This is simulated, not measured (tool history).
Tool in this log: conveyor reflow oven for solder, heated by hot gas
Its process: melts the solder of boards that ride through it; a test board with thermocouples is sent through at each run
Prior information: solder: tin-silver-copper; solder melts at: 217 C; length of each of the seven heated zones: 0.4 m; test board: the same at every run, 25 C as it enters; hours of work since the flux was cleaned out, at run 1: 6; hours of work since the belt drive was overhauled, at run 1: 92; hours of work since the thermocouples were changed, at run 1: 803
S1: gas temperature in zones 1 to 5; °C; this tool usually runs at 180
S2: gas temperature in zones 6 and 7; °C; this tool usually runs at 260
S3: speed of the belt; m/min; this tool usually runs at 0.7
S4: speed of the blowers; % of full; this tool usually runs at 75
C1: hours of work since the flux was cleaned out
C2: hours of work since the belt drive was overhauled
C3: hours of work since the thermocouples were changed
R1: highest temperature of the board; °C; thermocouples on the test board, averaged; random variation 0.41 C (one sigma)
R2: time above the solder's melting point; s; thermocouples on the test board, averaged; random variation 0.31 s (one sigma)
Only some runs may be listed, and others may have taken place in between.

Run 1, day 0: usual settings; C1 6; C2 92; C3 803. Result: R1 246.5 °C, R2 51.4 s.
Run 2, day 0.796: usual settings; C1 21; C2 107; C3 818. Result: R1 247.2 °C, R2 51.2 s.
Run 3, day 1.658: usual settings; C1 37; C2 123; C3 834. Result: R1 246.8 °C, R2 50.4 s.
Run 4, day 3.133: usual settings; C1 64; C2 150; C3 862. Result: R1 246.4 °C, R2 50.3 s.
At day 3.779: thermocouples of zones 6 and 7 changed.
Run 5, day 4.725: usual settings but S3 0.772 m/min; C1 93; C2 179; C3 18. Result: R1 246.9 °C, R2 45.4 s.
Run 6, day 6.358: usual settings; C1 123; C2 209; C3 48. Result: R1 249.6 °C, R2 52.4 s.
Run 7, day 7.283: usual settings; C1 140; C2 226; C3 65. Result: R1 248.3 °C, R2 52.2 s.
Run 8, day 8.862: usual settings; C1 170; C2 256; C3 95. Result: R1 248.3 °C, R2 52.2 s.
At day 10.162: flux residue cleaned out of gas plates and filters.
Run 9, day 10.542: usual settings but S3 0.837 m/min; C1 7; C2 283; C3 122. Result: R1 243 °C, R2 38.3 s.
Run 10, day 11.6: usual settings but S2 261 °C; C1 27; C2 303; C3 142. Result: R1 249.2 °C, R2 51.4 s.
Run 11, day 12.85: usual settings but S2 261 °C; C1 50; C2 326; C3 165. Result: R1 248.3 °C, R2 51.6 s.
Run 12, day 14.133: usual settings but S2 261 °C; C1 74; C2 350; C3 189. Result: R1 247.7 °C, R2 51.1 s.
Run 13, day 14.979: usual settings; C1 90; C2 366; C3 205. Result: R1 246.6 °C, R2 50.9 s.
At day 16.183: flux residue cleaned out of gas plates and filters, once more.
Run 14, day 16.338: usual settings; C1 3; C2 387; C3 227. Result: R1 248.1 °C, R2 52.3 s.
Run 15, day 17.658: usual settings; C1 27; C2 412; C3 251. Result: R1 248.5 °C, R2 52.2 s.
Run 16, day 19.017: usual settings but S1 179 °C, S2 270 °C, S3 0.648 m/min, S4 82 % of full; C1 53; C2 437; C3 277. Result: R1 260.1 °C, R2 63.8 s.
Run 17, day 20.238: usual settings but S1 188 °C, S2 258 °C, S3 0.709 m/min, S4 82 % of full; C1 76; C2 460; C3 299. Result: R1 248.5 °C, R2 55 s.
Run 18, day 21.192: usual settings but S1 188 °C, S2 258 °C, S3 0.709 m/min, S4 82 % of full; C1 93; C2 478; C3 317. Result: R1 248.8 °C, R2 54.8 s.
Run 19, day 22.542: usual settings but S1 188 °C, S2 258 °C, S3 0.709 m/min, S4 82 % of full; C1 119; C2 503; C3 342. Result: R1 248.9 °C, R2 55.3 s.
Run 20, day 23.721: usual settings but S1 188 °C, S2 258 °C, S3 0.709 m/min, S4 82 % of full; C1 141; C2 525; C3 364. Result: R1 247.6 °C, R2 54.5 s.
Run 21, day 24.825: usual settings but S1 184 °C, S2 272 °C, S4 89 % of full; C1 161; C2 546; C3 385. Result: R1 261.4 °C, R2 61.4 s.
Run 22, day 25.888: usual settings but S1 184 °C, S2 272 °C, S4 89 % of full; C1 181; C2 566; C3 405. Result: R1 260.7 °C, R2 60.9 s.
At day 26.6: flux residue cleaned out of gas plates and filters.
Run 23, day 26.925: usual settings but S1 184 °C, S2 272 °C, S4 89 % of full; C1 6; C2 581; C3 420. Result: R1 261.8 °C, R2 61.1 s.
Run 24, day 27.688: usual settings but S1 184 °C, S2 272 °C, S4 89 % of full; C1 20; C2 595; C3 434. Result: R1 261.1 °C, R2 61.2 s.
Run 25, day 28.888: usual settings but S2 271 °C; C1 43; C2 618; C3 457. Result: R1 258.1 °C, R2 57.7 s.
Run 26, day 29.883: usual settings but S3 0.665 m/min, S4 81 % of full; C1 61; C2 636; C3 475. Result: R1 249.6 °C, R2 57.4 s.
Run 27, day 30.883: usual settings but S4 52 % of full; C1 80; C2 655; C3 494. Result: R1 242.3 °C, R2 45.4 s.
Run 28, day 31.917: usual settings but S4 53 % of full; C1 99; C2 674; C3 513. Result: R1 242.7 °C, R2 46.3 s.
Run 29, day 33.225: usual settings but S4 53 % of full; C1 124; C2 699; C3 538. Result: R1 242.1 °C, R2 45.9 s.
Run 30, day 34.471: usual settings but S4 86 % of full; C1 147; C2 722; C3 561. Result: R1 249.1 °C, R2 54 s.

For some of the steps in R1 from one run to the next: how much would appear even if the tool had no hidden state, given the settings, what came in and random variation, and how much remains for the hidden state plus any gauge scatter that the measured result and the result without hidden state don't share?
Hidden state present: heat that the gas passes to the board, % of a clean oven's; belt's true speed, % of the reading; true gas temperature in zones 6 and 7 over the reading, C; drift of the gauge itself on peak_c, C; drift of the gauge itself on liquid_s, %.
Run 4 -> 5: S3 0.7 -> 0.772, thermocouples of zones 6 and 7 changed. R1 +0.5 °C: hidden state +2.5, all else -2.
Run 8 -> 9: S3 0.7 -> 0.837, flux residue cleaned out of gas plates and filters. R1 -5.3 °C: hidden state -1, all else -4.3.
Run 13 -> 14: flux residue cleaned out of gas plates and filters, once more. R1 +1.5 °C: hidden state +1.7, all else -0.2.
Run 15 -> 16: S1 180 -> 179, S2 260 -> 270, S3 0.7 -> 0.648, S4 75 -> 82. R1 +11.6 °C: hidden state -0.2, all else +11.8.
Run 16 -> 17: S1 179 -> 188, S2 270 -> 258, S3 0.648 -> 0.709. R1 -11.6 °C: hidden state -0.2, all else -11.4.
Run 20 -> 21: S1 188 -> 184, S2 258 -> 272, S3 0.709 -> 0.7, S4 82 -> 89. R1 +13.8 °C: hidden state -0.2, all else +14.

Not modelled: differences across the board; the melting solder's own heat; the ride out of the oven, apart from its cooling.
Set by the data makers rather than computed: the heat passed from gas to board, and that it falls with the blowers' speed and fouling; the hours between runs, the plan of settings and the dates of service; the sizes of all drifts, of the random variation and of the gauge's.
